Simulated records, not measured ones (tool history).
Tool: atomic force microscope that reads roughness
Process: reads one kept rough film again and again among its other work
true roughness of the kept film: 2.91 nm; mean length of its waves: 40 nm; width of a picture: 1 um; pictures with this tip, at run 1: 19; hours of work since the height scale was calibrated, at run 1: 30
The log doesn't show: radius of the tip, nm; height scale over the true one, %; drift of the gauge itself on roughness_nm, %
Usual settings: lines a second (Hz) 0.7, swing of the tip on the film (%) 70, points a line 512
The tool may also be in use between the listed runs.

run,day,lines a second (Hz),swing of the tip on the film (%),points a line,pictures with this tip,hours of work since the height scale was calibrated,roughness of the kept film (nm (root mean square))
1,0,0.7,70,512,19,30,2.776
2,0.45,0.7,70,512,42,37,2.766
3,0.958,0.7,70,512,67,45,2.768
4,1.442,0.7,70,512,91,53,2.788
5,1.95,0.7,70,512,116,61,2.76
6,2.808,0.7,70,512,159,74,2.781
7,3.767,0.615,70,512,206,90,2.755
8,4.517,0.615,70,512,243,101,2.759
9,5.004,0.615,70,512,268,109,2.763
10,5.675,0.615,70,512,301,120,2.744
# day 5.783: new tip fitted
11,6.296,0.615,70,512,26,129,2.76
12,7.179,0.615,70,512,70,143,2.775
13,7.792,0.615,70,512,100,153,2.786
14,8.362,0.615,70,512,128,162,2.738
15,8.979,0.615,70,512,159,171,2.774
16,9.875,0.615,70,512,203,186,2.763
17,10.754,0.615,70,512,247,199,2.754
18,11.392,0.615,70,512,279,210,2.764
19,11.883,0.7,58,512,303,217,2.795
# day 11.971: new tip fitted
20,12.808,0.7,58,512,42,232,2.768
21,13.258,0.7,58,512,64,239,2.78
22,14.212,0.7,58,512,112,254,2.782
23,14.925,0.7,58,321,147,265,2.774
24,15.488,0.7,70,512,175,274,2.735
25,16.429,0.7,70,946,221,289,2.783
26,17.183,1.177,55,329,259,301,2.763
27,17.896,1.177,55,329,294,312,2.732
# day 18.15: new tip fitted
28,18.354,1.667,72,599,10,319,2.73
29,19.342,1.667,72,599,59,334,2.699
30,19.8,1.667,72,599,82,341,2.698
31,20.725,1.137,72,705,128,356,2.725
32,21.225,1.137,72,705,152,364,2.714
33,21.858,1.137,72,705,184,374,2.729
34,22.554,1.411,61,961,218,385,2.761
35,23.446,1.411,61,961,263,399,2.752
# day 24.329: new tip fitted
36,24.371,1.411,61,961,2,413,2.77
37,25,0.921,57,573,34,423,2.795
38,25.571,0.921,57,573,62,432,2.778
39,26.025,0.7,70,339,85,439,2.762
40,26.971,0.7,87,419,131,454,2.71
41,27.954,2.009,83,419,180,470,2.59
42,28.717,2.009,83,419,218,482,2.586
43,29.4,3.03,56,837,252,493,2.721
44,30.017,2.563,70,512,283,502,2.662
# day 30.529: new tip fitted
45,30.892,0.85,81,785,18,516,2.731
46,31.742,2.126,69,512,60,529,2.708
47,32.138,2.126,69,512,80,536,2.698
48,32.654,2.126,69,512,105,544,2.686
49,33.538,2.126,69,512,149,558,2.704

Forecast each of these 4 alternatives for the next run:
A,34.342,0.855,63,372,189,570,?
B,34.342,2.126,58,643,189,570,?
C,34.342,1.178,72,360,189,570,?
D,34.342,2.126,81,512,189,570,?

run,roughness of the kept film (nm (root mean square))
A,2.767
B,2.745
C,2.722
D,2.608
Without the tool's hidden state the same runs would have given:
run,roughness of the kept film (nm (root mean square))
A,2.77
B,2.748
C,2.726
D,2.612
